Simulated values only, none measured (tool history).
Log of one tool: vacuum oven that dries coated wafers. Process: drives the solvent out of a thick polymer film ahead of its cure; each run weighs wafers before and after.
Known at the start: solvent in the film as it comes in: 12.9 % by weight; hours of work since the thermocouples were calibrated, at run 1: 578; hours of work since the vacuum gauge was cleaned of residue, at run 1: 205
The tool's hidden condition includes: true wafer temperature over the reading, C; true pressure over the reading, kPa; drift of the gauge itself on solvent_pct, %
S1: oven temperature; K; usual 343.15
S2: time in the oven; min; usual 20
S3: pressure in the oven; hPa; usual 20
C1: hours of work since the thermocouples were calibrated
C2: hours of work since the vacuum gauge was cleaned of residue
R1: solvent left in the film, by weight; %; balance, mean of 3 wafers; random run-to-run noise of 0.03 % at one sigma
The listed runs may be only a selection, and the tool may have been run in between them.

Run 1, hour 0: usual settings; C1 578; C2 205. Result: R1 2.14 %.
Run 2, hour 33.3: usual settings but S2 23 min; C1 599; C2 226. Result: R1 1.78 %.
Run 3, hour 68.6: usual settings but S2 23 min; C1 621; C2 249. Result: R1 1.82 %.
Run 4, hour 91.6: usual settings but S2 23 min; C1 636; C2 264. Result: R1 1.77 %.
Run 5, hour 126.1: usual settings; C1 658; C2 286. Result: R1 2.28 %.
Run 6, hour 159.3: usual settings; C1 680; C2 307. Result: R1 2.19 %.
Run 7, hour 187.8: usual settings but S1 344.15 K, S3 42 hPa; C1 698; C2 325. Result: R1 2.48 %.
At hour 192.6: vacuum gauge cleaned of residue and calibrated.
Run 8, hour 222: usual settings but S2 11 min; C1 719; C2 19. Result: R1 4.27 %.
Run 9, hour 249.1: usual settings but S2 30 min, S3 10.4 hPa; C1 736; C2 36. Result: R1 1.03 %.
Run 10, hour 289.8: usual settings but S1 358.15 K, S2 14 min, S3 36.1 hPa; C1 762; C2 62. Result: R1 0.82 %.

5 ways to go on from here, each from the tool as it stands after run 10. What would each give?
Run A, hour 309.2: usual settings but S1 358.15 K, S2 24 min, S3 36.1 hPa; C1 774; C2 75. Result: R1 ?.
Run B, hour 309.2: usual settings but S2 15 min, S3 24.4 hPa; C1 774; C2 75. Result: R1 ?.
Run C, hour 309.2: usual settings but S1 340.15 K, S2 14 min, S3 33.4 hPa; C1 774; C2 75. Result: R1 ?.
Run D, hour 309.2: usual settings but S1 358.15 K, S2 17 min, S3 45.5 hPa; C1 774; C2 75. Result: R1 ?.
Run E, hour 309.2: usual settings but S1 358.15 K, S2 14 min, S3 17.9 hPa; C1 774; C2 75. Result: R1 ?.

run    R1
  A  0.57
  B  3.32
  C  4.66
  D   0.8
  E  0.59
Stripped of hidden state, with their random variation kept, the same runs would have yielded:
run    R1
  A  0.49
  B   2.7
  C  3.99
  D  0.66
  E  0.42
